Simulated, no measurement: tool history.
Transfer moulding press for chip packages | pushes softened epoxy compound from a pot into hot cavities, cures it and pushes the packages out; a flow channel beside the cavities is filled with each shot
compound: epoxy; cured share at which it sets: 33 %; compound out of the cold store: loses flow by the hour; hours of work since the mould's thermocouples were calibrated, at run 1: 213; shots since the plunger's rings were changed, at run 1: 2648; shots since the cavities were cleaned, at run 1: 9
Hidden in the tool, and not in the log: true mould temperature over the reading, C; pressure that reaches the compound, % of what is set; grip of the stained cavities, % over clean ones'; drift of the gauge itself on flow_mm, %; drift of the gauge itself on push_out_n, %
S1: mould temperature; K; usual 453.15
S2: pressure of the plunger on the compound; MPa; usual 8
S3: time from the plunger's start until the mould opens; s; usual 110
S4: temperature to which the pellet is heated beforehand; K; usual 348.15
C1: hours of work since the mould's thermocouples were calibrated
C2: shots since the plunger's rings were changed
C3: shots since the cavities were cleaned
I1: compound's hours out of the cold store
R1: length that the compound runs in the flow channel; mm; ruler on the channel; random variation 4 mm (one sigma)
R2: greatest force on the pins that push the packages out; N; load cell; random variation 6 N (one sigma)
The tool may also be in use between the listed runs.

run    day      S1    S2   S3      S4   C1    C2   C3    I1   R1   R2
  1      0  453.15     8  110  348.15  213  2648    9  33.3  481  230
  2  0.329  453.15     8  110  348.15  218  2739  100  14.2  517  258
  3  0.721  453.15     8  110  348.15  225  2847  208  43.3  464  281
  4  0.996  453.15  6.83  110  348.15  229  2922  283   9.8  482  302
  5  1.362  453.15     8  110  352.15  235  3023  384  40.3  465  312
  6  1.754  453.15     8  110  352.15  242  3131  492  22.4  496  341
     1.983  -- cavities cleaned with cleaning compound and waxed
  7  2.192  453.15     8  110  350.15  248  3234   57  34.1  475  250
  8   2.45  453.15     8  110  350.15  252  3305  128  10.6  518  271
  9  2.746  453.15     8  110  350.15  257  3386  209    25  492  291
 10  3.146  455.15     8  110  348.15  263  3496  319  27.7  481  305
 11  3.367  455.15     8  110  348.15  267  3558  381    30  484  304
 12  3.821  455.15     8   96  348.15  274  3683  506  22.1  491  369
     4.017  -- cavities cleaned with cleaning compound and waxed
 13  4.238  457.15     8   96  348.15  280  3780   61  45.2  447  250
 14  4.642  457.15     8   96  351.15  286  3891  172  22.7  491  292
 15  4.871  457.15     8  130  351.15  290  3955  236  11.2  505  263
 16  5.142  457.15     8  130  351.15  295  4029  310    41  458  269
 17  5.442  453.15     8  111  348.15  299  4112  393  13.3  509  321
 18  5.925  453.15     8  115  350.15  307  4244  525    26  483  332
     6.025  -- cavities cleaned with cleaning compound and waxed
 19  6.308  447.15  9.65  110  348.15  313  4333   78   9.2  572  344
 20  6.692  447.15  9.65  110  348.15  319  4438  183  39.1  516  339
 21    7.1  447.15  9.65  110  348.15  325  4551  296  21.3  543  381
     7.588  -- plunger's sealing rings changed
 22  7.658  453.15  9.23  110  354.15  333    20  421  34.9  529  319
 23  7.854  453.15  9.23  110  354.15  336    74  475  36.4  534  346
     8.146  -- cavities cleaned with cleaning compound and waxed
 24  8.325  460.15  6.35  101  357.15  343   186   50  11.8  471  219
 25  8.654  460.15  6.35  101  355.15  348   277  141    18  457  237
 26  9.083  460.15  6.35  101  355.15  355   394  258  20.7  456  274
 27  9.571  452.15  6.67  103  349.15  363   529  393  19.4  475  352
 28     10  454.15  6.67  103  354.15  370   647  511  19.2  475  346

4 ways to go on from here, each from the tool as it stands after run 28. What would each give?
     10.183  -- cavities cleaned with cleaning compound and waxed
  A  10.296  453.15  6.69  110  348.15  374  711  31  13.1   ?   ?
     10.183  -- cavities cleaned with cleaning compound and waxed
  B  10.296  454.15  6.67  103  352.15  374  711  31    37   ?   ?
     10.183  -- cavities cleaned with cleaning compound and waxed
  C  10.296  457.15     8  141  348.15  374  711  31  10.1   ?   ?
     10.183  -- cavities cleaned with cleaning compound and waxed
  D  10.296  454.15  6.67  103  341.15  374  711  31  38.5   ?   ?

run   R1   R2
  A  488  249
  B  444  249
  C  528  225
  D  439  262
Without the tool's hidden state the same runs would have given:
run   R1   R2
  A  492  231
  B  447  231
  C  532  213
  D  442  243
